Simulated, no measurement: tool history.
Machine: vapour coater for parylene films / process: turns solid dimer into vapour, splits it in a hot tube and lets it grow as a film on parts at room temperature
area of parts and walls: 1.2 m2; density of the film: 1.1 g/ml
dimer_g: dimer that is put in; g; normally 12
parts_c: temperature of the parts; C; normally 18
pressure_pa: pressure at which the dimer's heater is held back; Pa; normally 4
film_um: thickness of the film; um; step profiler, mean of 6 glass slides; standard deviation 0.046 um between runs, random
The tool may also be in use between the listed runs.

Run 1, day 0: usual settings. Result: film_um 5.51 um.
Run 2, day 1.071: usual settings. Result: film_um 5.47 um.
Run 3, day 3.304: usual settings. Result: film_um 5.38 um.
Run 4, day 4.325: usual settings. Result: film_um 5.31 um.
Run 5, day 6.146: usual settings. Result: film_um 5.19 um.
Run 6, day 8.288: usual settings but dimer_g 22 g. Result: film_um 9.55 um.
Run 7, day 9.571: usual settings but dimer_g 22 g. Result: film_um 9.38 um.
At day 10.246: trap's valve overhauled.
Run 8, day 10.888: usual settings but dimer_g 22 g. Result: film_um 10.44 um.
Run 9, day 12.975: usual settings but dimer_g 22 g. Result: film_um 10.07 um.
Run 10, day 14.592: usual settings but parts_c 24 C, pressure_pa 6.75 Pa. Result: film_um 3.69 um.
Run 11, day 16.338: usual settings but pressure_pa 2 Pa. Result: film_um 6.29 um.
Run 12, day 17.95: usual settings but dimer_g 9 g, parts_c 11 C, pressure_pa 3.9 Pa. Result: film_um 5.65 um.
Run 13, day 19.208: usual settings but dimer_g 11 g, parts_c 21 C, pressure_pa 4.62 Pa. Result: film_um 4 um.
Run 14, day 20.7: usual settings but dimer_g 8 g, parts_c 12 C, pressure_pa 11.23 Pa. Result: film_um 3.72 um.

A few steps of film_um between consecutive runs. Split each: what settings, incoming material and random variation would produce without the hidden state, and what is left over for the hidden state, along with gauge scatter present in only one of the two compared results (measured, and without hidden state):
Hidden state at play: vapour lost through the trap's worn valve, %; true temperature of the parts over the reading, C; drift of the gauge itself on film_um, %.
Run 7 -> 8: trap's valve overhauled. film_um +1.06 um: hidden state +1, all else +0.06.
Run 9 -> 10: dimer_g 22 -> 12, parts_c 18 -> 24, pressure_pa 4 -> 6.75. film_um -6.38 um: hidden state +0.22, all else -6.6.
